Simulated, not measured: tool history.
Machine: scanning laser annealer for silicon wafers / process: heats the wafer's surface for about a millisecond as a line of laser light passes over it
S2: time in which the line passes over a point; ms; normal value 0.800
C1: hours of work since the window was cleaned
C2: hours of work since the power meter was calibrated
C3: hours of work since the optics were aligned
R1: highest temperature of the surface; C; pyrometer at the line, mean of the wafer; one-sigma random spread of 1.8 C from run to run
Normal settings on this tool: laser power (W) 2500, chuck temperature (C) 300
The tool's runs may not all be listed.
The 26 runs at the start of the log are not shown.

{"run": 27, "day": 16.554, "laser power (W)": 2309, "S2": 0.788, "chuck temperature (C)": 266, "C1": 187, "C2": 52, "C3": 506, "R1": 909}
{"day": 17.208, "done": "laser's power meter calibrated, once more"}
{"run": 28, "day": 17.325, "laser power (W)": 2309, "S2": 0.788, "chuck temperature (C)": 266, "C1": 194, "C2": 1, "C3": 513, "R1": 904}
{"run": 29, "day": 18.192, "laser power (W)": 2313, "S2": 0.75, "chuck temperature (C)": 292, "C1": 204, "C2": 11, "C3": 523, "R1": 919}
{"run": 30, "day": 18.683, "laser power (W)": 2177, "S2": 0.733, "chuck temperature (C)": 300, "C1": 210, "C2": 17, "C3": 529, "R1": 885}
{"run": 31, "day": 19.212, "laser power (W)": 2549, "S2": 0.8, "chuck temperature (C)": 306, "C1": 216, "C2": 23, "C3": 535, "R1": 1009}
{"run": 32, "day": 19.85, "laser power (W)": 2549, "S2": 0.8, "chuck temperature (C)": 306, "C1": 223, "C2": 30, "C3": 542, "R1": 1010}
{"run": 33, "day": 20.738, "laser power (W)": 2370, "S2": 0.788, "chuck temperature (C)": 276, "C1": 233, "C2": 40, "C3": 552, "R1": 927}
{"run": 34, "day": 21.596, "laser power (W)": 2186, "S2": 0.757, "chuck temperature (C)": 300, "C1": 243, "C2": 50, "C3": 562, "R1": 891}
{"run": 35, "day": 22.208, "laser power (W)": 2186, "S2": 0.757, "chuck temperature (C)": 300, "C1": 250, "C2": 57, "C3": 569, "R1": 892}
{"run": 36, "day": 22.725, "laser power (W)": 2549, "S2": 0.634, "chuck temperature (C)": 285, "C1": 256, "C2": 63, "C3": 575, "R1": 920}
{"run": 37, "day": 23.575, "laser power (W)": 2549, "S2": 0.634, "chuck temperature (C)": 285, "C1": 265, "C2": 72, "C3": 584, "R1": 922}
{"run": 38, "day": 24.288, "laser power (W)": 2538, "S2": 0.786, "chuck temperature (C)": 298, "C1": 273, "C2": 81, "C3": 592, "R1": 988}
{"run": 39, "day": 24.746, "laser power (W)": 2538, "S2": 0.786, "chuck temperature (C)": 298, "C1": 279, "C2": 86, "C3": 598, "R1": 990}
{"run": 40, "day": 25.479, "laser power (W)": 2421, "S2": 0.631, "chuck temperature (C)": 304, "C1": 287, "C2": 94, "C3": 606, "R1": 906}
{"run": 41, "day": 25.912, "laser power (W)": 2421, "S2": 0.631, "chuck temperature (C)": 304, "C1": 292, "C2": 99, "C3": 611, "R1": 906}
{"run": 42, "day": 26.288, "laser power (W)": 2395, "S2": 0.712, "chuck temperature (C)": 311, "C1": 296, "C2": 103, "C3": 615, "R1": 938}

Forecast each of these 3 alternatives for the next run:
{"run": "A", "day": 26.721, "laser power (W)": 2180, "S2": 0.869, "chuck temperature (C)": 335, "C1": 301, "C2": 108, "C3": 620, "R1": "?"}
{"run": "B", "day": 26.721, "laser power (W)": 2500, "S2": 0.733, "chuck temperature (C)": 282, "C1": 301, "C2": 108, "C3": 620, "R1": "?"}
{"run": "C", "day": 26.721, "laser power (W)": 2500, "S2": 0.856, "chuck temperature (C)": 265, "C1": 301, "C2": 108, "C3": 620, "R1": "?"}

run=A R1=960
run=B R1=941
run=C R1=975
Had the tool no hidden state, the same runs would have come out as:
run=A R1=988
run=B R1=971
run=C R1=1007

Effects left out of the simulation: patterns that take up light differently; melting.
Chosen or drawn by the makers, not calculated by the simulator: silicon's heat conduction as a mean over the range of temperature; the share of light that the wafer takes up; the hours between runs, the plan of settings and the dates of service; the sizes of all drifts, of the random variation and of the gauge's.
